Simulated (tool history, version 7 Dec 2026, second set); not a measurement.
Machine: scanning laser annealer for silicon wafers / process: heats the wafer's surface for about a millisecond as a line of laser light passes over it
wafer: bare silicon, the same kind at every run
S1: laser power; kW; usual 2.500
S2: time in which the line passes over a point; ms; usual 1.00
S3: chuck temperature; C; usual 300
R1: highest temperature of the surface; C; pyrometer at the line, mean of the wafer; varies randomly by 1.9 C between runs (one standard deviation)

run 1 hour=0.0 | S1=2.500 S2=1.00 S3=300 | R1=1064
run 2 hour=20.2 | S1=2.500 S2=1.15 S3=300 | R1=1125
run 3 hour=29.4 | S1=2.500 S2=1.15 S3=300 | R1=1129
run 4 hour=47.7 | S1=2.500 S2=1.00 S3=294 | R1=1055
run 5 hour=57.7 | S1=2.500 S2=1.00 S3=294 | R1=1060
run 6 hour=77.2 | S1=2.500 S2=1.00 S3=300 | R1=1062
run 7 hour=89.2 | S1=2.205 S2=1.00 S3=300 | R1=973
run 8 hour=111.6 | S1=2.205 S2=1.00 S3=300 | R1=974
run 9 hour=131.3 | S1=2.205 S2=1.00 S3=300 | R1=973
run 10 hour=147.9 | S1=2.205 S2=1.00 S3=300 | R1=969
run 11 hour=167.6 | S1=2.205 S2=1.00 S3=300 | R1=970
run 12 hour=183.1 | S1=2.327 S2=1.25 S3=300 | R1=1100
run 13 hour=204.6 | S1=2.701 S2=0.74 S3=300 | R1=996
run 14 hour=223.8 | S1=2.144 S2=1.00 S3=294 | R1=950
run 15 hour=244.3 | S1=2.201 S2=1.07 S3=320 | R1=1014
run 16 hour=255.4 | S1=2.201 S2=0.99 S3=275 | R1=943
run 17 hour=274.1 | S1=2.128 S2=1.00 S3=260 | R1=903
run 18 hour=288.2 | S1=2.716 S2=0.75 S3=271 | R1=970
run 19 hour=300.0 | S1=2.716 S2=0.75 S3=271 | R1=971
run 20 hour=315.6 | S1=2.433 S2=0.74 S3=306 | R1=931
run 21 hour=337.3 | S1=2.747 S2=0.93 S3=300 | R1=1092
run 22 hour=354.7 | S1=2.747 S2=0.93 S3=300 | R1=1095

4 ways to go on from here, each from the tool as it stands after run 22. What would each give?
run A hour=372.7 | S1=2.182 S2=0.74 S3=339 | R1=?
run B hour=372.7 | S1=2.500 S2=0.81 S3=307 | R1=?
run C hour=372.7 | S1=2.500 S2=0.72 S3=310 | R1=?
run D hour=372.7 | S1=2.422 S2=0.93 S3=321 | R1=?

run=A R1=899
run=B R1=980
run=C R1=940
run=D R1=1022
With no hidden state in the tool, these same runs would have given:
run=A R1=936
run=B R1=1025
run=C R1=983
run=D R1=1069

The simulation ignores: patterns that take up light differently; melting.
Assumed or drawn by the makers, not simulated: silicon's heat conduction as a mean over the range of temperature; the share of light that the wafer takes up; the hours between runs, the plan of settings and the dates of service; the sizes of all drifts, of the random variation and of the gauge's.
